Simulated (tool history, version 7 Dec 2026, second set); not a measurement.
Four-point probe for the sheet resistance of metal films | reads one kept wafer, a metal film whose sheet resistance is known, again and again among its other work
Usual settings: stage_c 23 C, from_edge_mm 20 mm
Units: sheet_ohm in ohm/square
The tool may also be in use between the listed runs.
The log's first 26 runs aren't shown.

{"run": 27, "day": 58.946, "stage_c": 32, "from_edge_mm": 51, "sheet_ohm": 4.618506}
{"run": 28, "day": 61.738, "stage_c": 24, "from_edge_mm": 5, "sheet_ohm": 4.718609}
{"day": 62.492, "done": "stage's thermometer calibrated"}
{"run": 29, "day": 63.479, "stage_c": 24, "from_edge_mm": 5, "sheet_ohm": 4.724638}
{"run": 30, "day": 65.121, "stage_c": 27, "from_edge_mm": 6, "sheet_ohm": 4.694082}
{"run": 31, "day": 67.362, "stage_c": 23, "from_edge_mm": 8, "sheet_ohm": 4.664197}
{"run": 32, "day": 68.746, "stage_c": 31, "from_edge_mm": 10, "sheet_ohm": 4.643398}
{"run": 33, "day": 70.246, "stage_c": 22, "from_edge_mm": 27, "sheet_ohm": 4.628107}
{"run": 34, "day": 72.588, "stage_c": 24, "from_edge_mm": 50, "sheet_ohm": 4.620841}
{"run": 35, "day": 74.392, "stage_c": 24, "from_edge_mm": 50, "sheet_ohm": 4.623}
{"run": 36, "day": 77.446, "stage_c": 31, "from_edge_mm": 18, "sheet_ohm": 4.6215}
{"run": 37, "day": 79.908, "stage_c": 31, "from_edge_mm": 18, "sheet_ohm": 4.620341}
{"run": 38, "day": 83.167, "stage_c": 35, "from_edge_mm": 5, "sheet_ohm": 4.706477}
{"run": 39, "day": 86.388, "stage_c": 23, "from_edge_mm": 12, "sheet_ohm": 4.634642}
{"day": 89.129, "done": "new probe head fitted"}
{"run": 40, "day": 89.142, "stage_c": 26, "from_edge_mm": 8, "sheet_ohm": 4.746047}
{"run": 41, "day": 91.238, "stage_c": 18, "from_edge_mm": 16, "sheet_ohm": 4.723884}

The next listed run, before its measurement:
{"run": 42, "day": 93.604, "stage_c": 18, "from_edge_mm": 16, "sheet_ohm": "?"}

sheet_ohm: 4.722484 ohm/square
Without the tool's hidden state the same run would have given sheet_ohm 4.703309 ohm/square.
